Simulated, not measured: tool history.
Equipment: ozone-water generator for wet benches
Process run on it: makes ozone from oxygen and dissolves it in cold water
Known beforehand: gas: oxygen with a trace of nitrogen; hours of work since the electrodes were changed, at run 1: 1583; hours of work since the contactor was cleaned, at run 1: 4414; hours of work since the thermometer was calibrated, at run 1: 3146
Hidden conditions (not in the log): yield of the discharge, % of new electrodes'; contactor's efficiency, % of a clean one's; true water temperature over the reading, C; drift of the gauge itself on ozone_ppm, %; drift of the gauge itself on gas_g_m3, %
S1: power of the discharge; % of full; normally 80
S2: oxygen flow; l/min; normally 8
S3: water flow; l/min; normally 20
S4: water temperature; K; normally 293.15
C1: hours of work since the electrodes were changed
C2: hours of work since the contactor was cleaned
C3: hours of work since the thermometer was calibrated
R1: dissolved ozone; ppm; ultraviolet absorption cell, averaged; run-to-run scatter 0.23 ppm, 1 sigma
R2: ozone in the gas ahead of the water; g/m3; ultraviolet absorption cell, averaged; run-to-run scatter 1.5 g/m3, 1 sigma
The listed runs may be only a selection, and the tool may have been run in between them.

run 1 hour=0 | S1=80 S2=8 S3=20 S4=293.15 | C1=1583 C2=4414 C3=3146 | R1=31.5 R2=278.1
run 2 hour=50 | S1=80 S2=8 S3=20 S4=293.15 | C1=1628 C2=4459 C3=3191 | R1=31.6 R2=281.1
run 3 hour=85.3 | S1=80 S2=8 S3=20 S4=293.15 | C1=1660 C2=4491 C3=3223 | R1=31.6 R2=276.6
run 4 hour=134.8 | S1=80 S2=8 S3=20 S4=293.15 | C1=1705 C2=4536 C3=3267 | R1=31.3 R2=278.1
run 5 hour=171.2 | S1=80 S2=8 S3=20 S4=293.15 | C1=1737 C2=4568 C3=3300 | R1=31.3 R2=276.5
run 6 hour=218.7 | S1=80 S2=8 S3=20 S4=293.15 | C1=1780 C2=4611 C3=3343 | R1=31 R2=277.6
run 7 hour=240.6 | S1=80 S2=8 S3=20 S4=293.15 | C1=1800 C2=4631 C3=3363 | R1=31 R2=277.8
run 8 hour=279 | S1=80 S2=8 S3=20 S4=293.15 | C1=1835 C2=4666 C3=3398 | R1=31.2 R2=276.9
run 9 hour=309.1 | S1=80 S2=8 S3=20 S4=294.15 | C1=1862 C2=4693 C3=3425 | R1=30.6 R2=275.2
run 10 hour=341.1 | S1=80 S2=8 S3=20 S4=294.15 | C1=1891 C2=4722 C3=3454 | R1=30.4 R2=275.7
run 11 hour=363.4 | S1=80 S2=8 S3=20 S4=289.15 | C1=1911 C2=4742 C3=3474 | R1=33.4 R2=277.3
run 12 hour=395.9 | S1=80 S2=8 S3=20 S4=289.15 | C1=1940 C2=4771 C3=3503 | R1=33.4 R2=277.5
run 13 hour=420.8 | S1=80 S2=8 S3=20 S4=293.15 | C1=1963 C2=4794 C3=3526 | R1=30.7 R2=274.8
run 14 hour=449.1 | S1=80 S2=8 S3=20 S4=293.15 | C1=1988 C2=4819 C3=3551 | R1=31.1 R2=274.5
run 15 hour=482.3 | S1=80 S2=5.88 S3=20 S4=293.15 | C1=2018 C2=4849 C3=3581 | R1=32.7 R2=337.1
run 16 hour=505 | S1=80 S2=5.88 S3=20 S4=293.15 | C1=2039 C2=4870 C3=3602 | R1=32.6 R2=337.3
run 17 hour=530.5 | S1=70 S2=13.72 S3=20 S4=289.15 | C1=2062 C2=4893 C3=3625 | R1=26.7 R2=175
run 18 hour=552.9 | S1=70 S2=13.72 S3=20 S4=289.15 | C1=2082 C2=4913 C3=3645 | R1=26.5 R2=175.6
run 19 hour=592.6 | S1=70 S2=13.72 S3=27 S4=292.15 | C1=2118 C2=4949 C3=3681 | R1=20.8 R2=176.7
run 20 hour=630.9 | S1=70 S2=13.72 S3=27 S4=292.15 | C1=2152 C2=4983 C3=3715 | R1=20.9 R2=177.4
run 21 hour=670.3 | S1=70 S2=13.72 S3=27 S4=292.15 | C1=2188 C2=5019 C3=3751 | R1=20.7 R2=176.6
run 22 hour=718.6 | S1=80 S2=8 S3=20 S4=289.15 | C1=2232 C2=5063 C3=3795 | R1=33.1 R2=273.7
run 23 hour=762 | S1=42 S2=8 S3=27 S4=289.15 | C1=2271 C2=5102 C3=3834 | R1=16.8 R2=170.3
run 24 hour=792.4 | S1=46 S2=8.29 S3=29 S4=293.15 | C1=2298 C2=5129 C3=3861 | R1=15.6 R2=177.1
run 25 hour=829.5 | S1=84 S2=8.29 S3=13 S4=294.15 | C1=2332 C2=5163 C3=3895 | R1=39 R2=276.5
run 26 hour=861.2 | S1=83 S2=5.98 S3=12 S4=296.15 | C1=2360 C2=5191 C3=3923 | R1=42.8 R2=339.6
run 27 hour=912.1 | S1=80 S2=8 S3=16 S4=293.15 | C1=2406 C2=5237 C3=3969 | R1=34.7 R2=274.8
run 28 hour=951.7 | S1=97 S2=8.05 S3=18 S4=289.15 | C1=2442 C2=5273 C3=4005 | R1=40.6 R2=311.8
run 29 hour=996.8 | S1=97 S2=8.05 S3=18 S4=289.15 | C1=2483 C2=5314 C3=4046 | R1=40.1 R2=307.5
run 30 hour=1026.9 | S1=80 S2=4.47 S3=20 S4=290.15 | C1=2510 C2=5341 C3=4073 | R1=34.4 R2=398
run 31 hour=1062.1 | S1=80 S2=6.35 S3=20 S4=290.15 | C1=2542 C2=5373 C3=4105 | R1=33.2 R2=314.4
run 32 hour=1087 | S1=80 S2=6.35 S3=20 S4=290.15 | C1=2564 C2=5395 C3=4127 | R1=33.5 R2=316

What if the next run were any one of these 3? Each begins from the tool's condition after run 32:
run A hour=1134.6 | S1=80 S2=7.29 S3=31 S4=290.15 | C1=2607 C2=5438 C3=4170 | R1=? R2=?
run B hour=1134.6 | S1=80 S2=8.59 S3=19 S4=297.15 | C1=2607 C2=5438 C3=4170 | R1=? R2=?
run C hour=1134.6 | S1=80 S2=5.7 S3=20 S4=290.15 | C1=2607 C2=5438 C3=4170 | R1=? R2=?

run=A R1=23.9 R2=288.3
run=B R1=28.4 R2=259.9
run=C R1=33.6 R2=339.7
Without the tool's unlogged condition, the same runs would have read:
run=A R1=27.8 R2=304.3
run=B R1=32.9 R2=274.3
run=C R1=38.8 R2=358.5
